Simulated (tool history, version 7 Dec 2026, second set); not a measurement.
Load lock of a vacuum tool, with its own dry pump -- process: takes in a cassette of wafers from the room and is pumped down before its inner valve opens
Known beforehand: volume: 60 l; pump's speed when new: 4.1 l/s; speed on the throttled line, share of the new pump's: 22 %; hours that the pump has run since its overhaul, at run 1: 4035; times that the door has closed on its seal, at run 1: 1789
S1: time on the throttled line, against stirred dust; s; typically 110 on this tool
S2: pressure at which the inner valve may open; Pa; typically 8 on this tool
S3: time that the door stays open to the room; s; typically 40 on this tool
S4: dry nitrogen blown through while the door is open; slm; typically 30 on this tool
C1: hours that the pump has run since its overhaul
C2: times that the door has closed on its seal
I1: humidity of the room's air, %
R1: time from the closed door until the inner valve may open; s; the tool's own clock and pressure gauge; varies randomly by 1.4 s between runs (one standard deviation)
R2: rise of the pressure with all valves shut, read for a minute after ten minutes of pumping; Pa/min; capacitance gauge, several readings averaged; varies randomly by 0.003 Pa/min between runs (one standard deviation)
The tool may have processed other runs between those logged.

run    hour   S1  S2   S3  S4     C1     C2    I1     R1     R2
  1     0.0  110   8   40  30   4035   1789  44.9  229.4  0.019
  2   268.9  110   8   40  30   4304   2557  43.8  226.9  0.023
  3   408.4  110   8   40  30   4444   2955  45.5  230.3  0.021
  4   615.6  110   8   40  23   4651   3547  46.1  229.6  0.026
  5   824.9  110   8   84  30   4860   4145  45.7  230.7  0.025
  6  1012.0  110  15   40  30   5047   4679  46.5  219.9  0.033
  7  1277.0  110   8   40  24   5312   5436  47.5  230.3  0.028
  8  1520.7  110   8   40  24   5556   6132  44.6  230.8  0.029
  9  1737.6  110   8   35  30   5773   6752  43.3  228.8  0.027
 10  2017.7  110   8   40  30   6053   7552  47.1  232.4  0.032
 11  2152.6  110   8   40  30   6188   7937  44.0  231.8  0.036
 12  2315.0  110  13   40  30   6350   8401  45.2  224.0  0.035
 13  2448.6  110  13   40  30   6484   8783  46.4  223.1  0.038
 14  2665.2  110  13   40  30   6701   9401  44.5  226.4  0.040
 15  2811.1  110   8   40  30   6847   9818  43.9  233.6  0.040
 16  3029.2  110   8   40  30   7065  10441  44.3  230.2  0.035
 17  3279.9  188   8   45  30   7315  11157  45.2  290.8  0.045
 18  3517.2   64   7  118  32   7553  11835  43.6  197.8  0.045
 19  3752.7   86   8  148  30   7788  12507  43.4  215.3  0.049
 20  4074.3   86   8  148  30   8110  13426  40.7  215.4  0.052
 21  4370.4   77   8   84   6   8406  14272  47.3  211.6  0.081
 22  4653.6   77   8  106  18   8689  15081  45.3  211.0  0.060
 23  4896.0   63   8  106  18   8931  15773  46.9  199.6  0.069
 24  5029.5  110   8   27  30   9065  16154  42.8  235.8  0.050
 25  5311.3  110   6  104  14   9347  16959  46.1  240.2  0.071
 26  5502.2  166   8  101  30   9538  17504  46.1  279.3  0.062
 27  5659.8   58   8  101  12   9695  17954  44.1  197.8  0.078
 28  5920.8  110   8   28  20   9956  18700  44.3  236.7  0.065
 29  6135.8  110   8   50  30  10171  19314  45.5  236.8  0.062
 30  6299.8  110   8   98  32  10335  19782  43.3  237.2  0.068
 31  6616.6  110   8   98   9  10652  20687  44.5  238.1  0.091

Branching from run 31: 3 alternative next runs. What would each branch give?
  A  6867.4  110   8   40  43  10903  21404  46.3   ?   ?
  B  6867.4   75   9  181   9  10903  21404  48.8   ?   ?
  C  6867.4  109   8   40  21  10903  21404  45.1   ?   ?

run     R1     R2
  A  236.8  0.066
  B  208.1  0.107
  C  237.9  0.069
The same runs, with their run-to-run variation unchanged, on a tool lacking any hidden condition would have given:
run     R1     R2
  A  224.9  0.010
  B  196.0  0.052
  C  226.2  0.014

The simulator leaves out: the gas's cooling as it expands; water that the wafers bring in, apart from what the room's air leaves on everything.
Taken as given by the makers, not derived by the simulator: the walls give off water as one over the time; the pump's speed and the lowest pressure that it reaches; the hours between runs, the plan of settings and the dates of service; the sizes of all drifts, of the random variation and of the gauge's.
